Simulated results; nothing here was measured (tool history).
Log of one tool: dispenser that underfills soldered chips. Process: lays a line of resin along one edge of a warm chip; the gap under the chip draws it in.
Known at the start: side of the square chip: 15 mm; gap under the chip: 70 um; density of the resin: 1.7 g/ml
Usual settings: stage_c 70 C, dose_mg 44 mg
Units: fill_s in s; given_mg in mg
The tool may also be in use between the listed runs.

{"run": 1, "day": 0.0, "stage_c": 70, "dose_mg": 44, "fill_s": 67.8, "given_mg": 43.95}
{"run": 2, "day": 0.158, "stage_c": 70, "dose_mg": 44, "fill_s": 83, "given_mg": 43.67}
{"run": 3, "day": 0.238, "stage_c": 70, "dose_mg": 44, "fill_s": 90.6, "given_mg": 43.55}
{"day": 0.308, "done": "new syringe of resin"}
{"run": 4, "day": 0.421, "stage_c": 70, "dose_mg": 44, "fill_s": 67.6, "given_mg": 43.44}
{"run": 5, "day": 0.512, "stage_c": 69, "dose_mg": 44, "fill_s": 79.6, "given_mg": 43.49}
{"run": 6, "day": 0.667, "stage_c": 69, "dose_mg": 44, "fill_s": 94.5, "given_mg": 43.76}
{"day": 0.75, "done": "new syringe of resin"}
{"run": 7, "day": 0.758, "stage_c": 78, "dose_mg": 52, "fill_s": 43.7, "given_mg": 51.61}
{"run": 8, "day": 0.862, "stage_c": 78, "dose_mg": 52, "fill_s": 48.8, "given_mg": 51.35}
{"run": 9, "day": 0.95, "stage_c": 78, "dose_mg": 52, "fill_s": 56, "given_mg": 51.02}
{"run": 10, "day": 1.075, "stage_c": 69, "dose_mg": 50.9, "fill_s": 91.2, "given_mg": 50.13}
{"day": 1.192, "done": "new syringe of resin"}
{"run": 11, "day": 1.267, "stage_c": 82, "dose_mg": 49.6, "fill_s": 41.2, "given_mg": 48.55}

Forecast each of these 3 alternatives for the next run:
{"run": "A", "day": 1.367, "stage_c": 59, "dose_mg": 40.5, "fill_s": "?", "given_mg": "?"}
{"run": "B", "day": 1.367, "stage_c": 70, "dose_mg": 39.2, "fill_s": "?", "given_mg": "?"}
{"run": "C", "day": 1.367, "stage_c": 69, "dose_mg": 54.7, "fill_s": "?", "given_mg": "?"}

run=A fill_s=110.3 given_mg=39.32
run=B fill_s=72.9 given_mg=38.57
run=C fill_s=73.5 given_mg=53.51
Without the tool's hidden state the same runs would have given:
run=A fill_s=89.1 given_mg=40.23
run=B fill_s=58.9 given_mg=39.47
run=C fill_s=59.6 given_mg=54.75

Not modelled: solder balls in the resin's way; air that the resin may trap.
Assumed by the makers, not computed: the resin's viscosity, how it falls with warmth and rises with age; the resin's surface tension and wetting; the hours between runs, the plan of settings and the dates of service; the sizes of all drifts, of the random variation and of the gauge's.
